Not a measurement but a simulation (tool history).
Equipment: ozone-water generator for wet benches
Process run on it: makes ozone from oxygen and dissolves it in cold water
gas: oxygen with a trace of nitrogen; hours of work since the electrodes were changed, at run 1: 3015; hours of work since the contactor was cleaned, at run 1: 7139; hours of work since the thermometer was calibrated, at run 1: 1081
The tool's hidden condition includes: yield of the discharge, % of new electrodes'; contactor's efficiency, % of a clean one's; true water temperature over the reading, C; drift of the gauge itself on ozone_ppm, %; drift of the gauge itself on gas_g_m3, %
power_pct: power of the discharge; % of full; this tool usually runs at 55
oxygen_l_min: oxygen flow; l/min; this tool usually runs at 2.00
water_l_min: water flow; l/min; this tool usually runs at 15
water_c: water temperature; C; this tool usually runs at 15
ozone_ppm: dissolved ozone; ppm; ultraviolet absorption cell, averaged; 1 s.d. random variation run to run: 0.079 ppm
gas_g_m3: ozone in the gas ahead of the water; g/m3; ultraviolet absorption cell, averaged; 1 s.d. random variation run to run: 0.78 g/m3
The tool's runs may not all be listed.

run	hour	power_pct	oxygen_l_min	water_l_min	water_c	hours of work since the electrodes were changed	hours of work since the contactor was cleaned	hours of work since the thermometer was calibrated	ozone_ppm	gas_g_m3
1	0.0	55	2.00	15	15	3015	7139	1081	8.44	119.8
2	173.8	55	2.00	15	15	3130	7253	1195	8.64	117.6
3	262.8	55	2.00	15	15	3188	7312	1253	8.60	120.0
4	398.2	55	2.00	15	15	3277	7401	1342	8.58	120.7
5	598.6	55	2.00	15	15	3409	7532	1474	8.54	119.7
6	709.0	55	2.00	15	15	3481	7605	1546	8.40	120.3
7	821.9	55	2.00	15	15	3555	7679	1621	8.61	118.6
# hour 943.8: contactor cleaned
8	1011.7	55	2.00	20	15	3677	45	1743	6.25	120.1
9	1115.0	55	2.00	20	15	3745	112	1811	6.42	120.0
10	1313.4	48	2.00	15	15	3876	243	1941	7.64	107.4
11	1518.2	55	2.00	15	15	4010	377	2075	8.48	119.5
12	1651.6	55	2.00	15	15	4098	465	2163	8.52	119.3
13	1756.2	55	2.00	15	15	4166	534	2232	8.50	119.1
14	1941.5	55	2.00	13	9	4288	655	2353	10.36	120.1
15	2102.7	55	2.00	13	9	4394	761	2459	10.40	120.3
16	2209.1	55	2.00	9	22	4464	831	2529	12.45	119.4
17	2331.2	92	1.86	9	18	4544	911	2609	20.40	193.7
18	2442.9	92	2.78	9	9	4617	985	2683	21.86	145.3
19	2575.3	50	1.14	22	11	4704	1072	2770	4.83	162.4
20	2691.8	50	1.14	22	11	4781	1148	2846	4.89	160.9
21	2796.0	55	2.37	15	15	4849	1217	2915	8.52	106.5
22	2986.5	83	1.12	22	10	4975	1342	3040	7.33	250.9
23	3192.2	83	1.52	10	16	5110	1477	3175	17.16	202.8
24	3408.3	71	2.00	9	15	5252	1619	3317	16.87	147.8
# hour 3458.0: water thermometer calibrated
25	3609.2	71	2.00	9	15	5383	1751	99	16.84	148.4
26	3747.0	71	1.18	9	12	5474	1841	190	17.35	211.8

3 ways to go on from here, each from the tool as it stands after run 26. What would each give?
A	3953.6	71	1.18	9	13	5610	1977	326	?	?
B	3953.6	98	2.58	9	13	5610	1977	326	?	?
C	3953.6	91	1.84	9	12	5610	1977	326	?	?

run	ozone_ppm	gas_g_m3
A	17.10	211.1
B	21.86	161.9
C	21.43	191.8
Take away the tool's hidden state, keep each run's random variation, and the runs would have read:
run	ozone_ppm	gas_g_m3
A	17.15	211.6
B	21.93	162.3
C	21.49	192.3

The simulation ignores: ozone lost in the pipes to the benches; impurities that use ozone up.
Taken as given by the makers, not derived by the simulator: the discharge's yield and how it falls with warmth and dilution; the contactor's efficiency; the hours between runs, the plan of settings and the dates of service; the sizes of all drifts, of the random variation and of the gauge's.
